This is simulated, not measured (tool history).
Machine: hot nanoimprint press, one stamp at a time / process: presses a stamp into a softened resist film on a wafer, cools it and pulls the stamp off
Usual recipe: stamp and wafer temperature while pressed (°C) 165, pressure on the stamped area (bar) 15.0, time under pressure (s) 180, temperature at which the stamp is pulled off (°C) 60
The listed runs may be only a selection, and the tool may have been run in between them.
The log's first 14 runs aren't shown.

run   hour  stamp and wafer temperature while pressed (°C)  pressure on the stamped area (bar)  time under pressure (s)  temperature at which the stamp is pulled off (°C)  resist left under the stamp's widest pad (angstrom)  greatest force while the stamp is pulled off (N)
 15  202.5                                             156                                15.0                      180                                                 60                                                 2755                                               154
 16  209.9                                             156                                15.0                      180                                                 60                                                 2750                                               155
 17  218.3                                             168                                23.6                      207                                                 52                                                 1170                                               180
 18  236.5                                             173                                11.7                      180                                                 60                                                 1357                                               158
 19  245.2                                             173                                17.7                      273                                                 63                                                  919                                               148
 20  254.4                                             165                                15.0                      162                                                 59                                                 1863                                               164
 21  272.4                                             159                                11.2                      168                                                 59                                                 2717                                               167
 22  286.6                                             158                                 9.9                      180                                                 50                                                 2891                                               192
 23  298.5                                             157                                13.0                      180                                                 60                                                 2758                                               162
 24  316.5                                             172                                15.1                      111                                                 60                                                 1516                                               161
 25  324.1                                             162                                15.0                      139                                                 60                                                 2266                                               164
 26  334.8                                             162                                15.0                      139                                                 60                                                 2269                                               167
 27  342.6                                             156                                17.7                      357                                                 60                                                 2108                                               169
 28  354.4                                             164                                15.0                      101                                                 47                                                 2296                                               221
 29  363.4                                             164                                15.0                      101                                                 47                                                 2286                                               216
 30  374.1                                             177                                15.0                      276                                                 62                                                  823                                               169

Consider 3 possible next runs. They are alternatives, not a sequence: every one starts from the tool as it was left by run 30. What does each give?
  A  391.9                                             167                                15.0                      218                                                 60                                                    ?                                                 ?
  B  391.9                                             166                                15.0                      184                                                 54                                                    ?                                                 ?
  C  391.9                                             162                                15.0                      276                                                 62                                                    ?                                                 ?

run  resist left under the stamp's widest pad (angstrom)  greatest force while the stamp is pulled off (N)
  A                                                 1501                                               171
  B                                                 1691                                               194
  C                                                 1785                                               164
Without the tool's unlogged condition, the same runs would have read:
run  resist left under the stamp's widest pad (angstrom)  greatest force while the stamp is pulled off (N)
  A                                                 1483                                               151
  B                                                 1673                                               170
  C                                                 1768                                               144

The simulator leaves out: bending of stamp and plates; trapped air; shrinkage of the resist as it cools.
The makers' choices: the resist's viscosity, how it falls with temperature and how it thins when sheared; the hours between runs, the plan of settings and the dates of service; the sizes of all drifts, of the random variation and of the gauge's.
